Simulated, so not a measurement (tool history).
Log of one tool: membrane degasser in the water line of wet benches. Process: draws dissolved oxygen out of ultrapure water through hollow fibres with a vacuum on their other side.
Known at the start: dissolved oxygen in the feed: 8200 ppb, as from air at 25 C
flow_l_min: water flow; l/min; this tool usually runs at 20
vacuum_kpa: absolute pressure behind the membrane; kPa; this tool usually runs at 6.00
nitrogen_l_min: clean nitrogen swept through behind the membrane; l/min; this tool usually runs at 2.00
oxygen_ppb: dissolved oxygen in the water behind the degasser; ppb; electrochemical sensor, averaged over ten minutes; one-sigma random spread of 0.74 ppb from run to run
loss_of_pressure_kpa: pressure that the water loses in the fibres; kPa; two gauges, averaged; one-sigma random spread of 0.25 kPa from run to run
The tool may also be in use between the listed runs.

run	hour	flow_l_min	vacuum_kpa	nitrogen_l_min	oxygen_ppb	loss_of_pressure_kpa
1	0.0	20	6.00	2.00	73.0	66.19
2	34.3	20	6.00	2.00	73.8	66.28
3	59.1	20	6.00	2.00	72.9	66.72
4	108.7	20	5.57	2.00	63.5	66.54
5	137.0	20	5.57	2.00	63.6	66.68
6	182.2	20	5.57	2.00	64.5	66.75
7	208.9	20	5.57	2.00	62.8	67.35
8	232.6	20	6.00	2.00	74.0	66.29
9	266.0	20	6.00	2.00	73.0	66.67
10	299.4	20	6.00	2.00	74.9	66.47
# hour 303.0: vacuum gauge calibrated
11	326.2	20	6.00	1.79	85.8	66.79
12	363.8	20	6.00	1.79	83.0	66.78
13	396.0	20	6.00	1.79	84.9	66.99
14	426.2	20	6.00	1.79	85.5	67.37
15	448.8	20	6.59	2.00	89.5	66.64
16	497.3	20	6.59	2.00	91.6	66.60
17	527.8	26	6.59	1.81	133.1	87.10
18	549.8	20	6.00	2.80	57.3	66.72
19	583.0	20	6.00	2.80	57.2	67.19
# hour 605.4: vacuum gauge calibrated, once more
20	605.9	20	6.00	2.80	51.2	66.80
21	637.1	24	7.79	2.55	108.7	80.58
22	671.4	17	10.27	3.17	93.3	57.03
23	699.6	21	13.67	1.82	280.9	69.89
24	749.0	21	13.67	1.82	283.8	70.65
# hour 754.7: seals of the vacuum lines changed
25	796.0	18	7.29	3.79	48.4	60.51
26	832.2	18	7.29	3.79	49.0	60.43
27	857.2	24	4.02	3.64	20.8	80.38
28	904.0	20	6.00	4.81	31.8	66.99
29	938.1	20	6.00	4.81	31.6	66.98
30	988.3	20	14.98	2.34	235.2	67.32
31	1019.5	20	14.98	2.34	238.8	67.09
32	1054.8	26	5.30	1.14	119.2	87.25

Predict each of these 3 candidate next runs independently; none follows another, all start after run 32:
A	1096.4	20	6.00	3.32	?	?
B	1096.4	26	5.30	4.18	?	?
C	1096.4	15	8.78	3.87	?	?

run	oxygen_ppb	loss_of_pressure_kpa
A	44.1	67.59
B	43.4	86.64
C	53.7	50.33
Take away the tool's hidden state, keep each run's random variation, and the runs would have read:
run	oxygen_ppb	loss_of_pressure_kpa
A	42.9	66.76
B	41.6	85.57
C	53.0	49.71

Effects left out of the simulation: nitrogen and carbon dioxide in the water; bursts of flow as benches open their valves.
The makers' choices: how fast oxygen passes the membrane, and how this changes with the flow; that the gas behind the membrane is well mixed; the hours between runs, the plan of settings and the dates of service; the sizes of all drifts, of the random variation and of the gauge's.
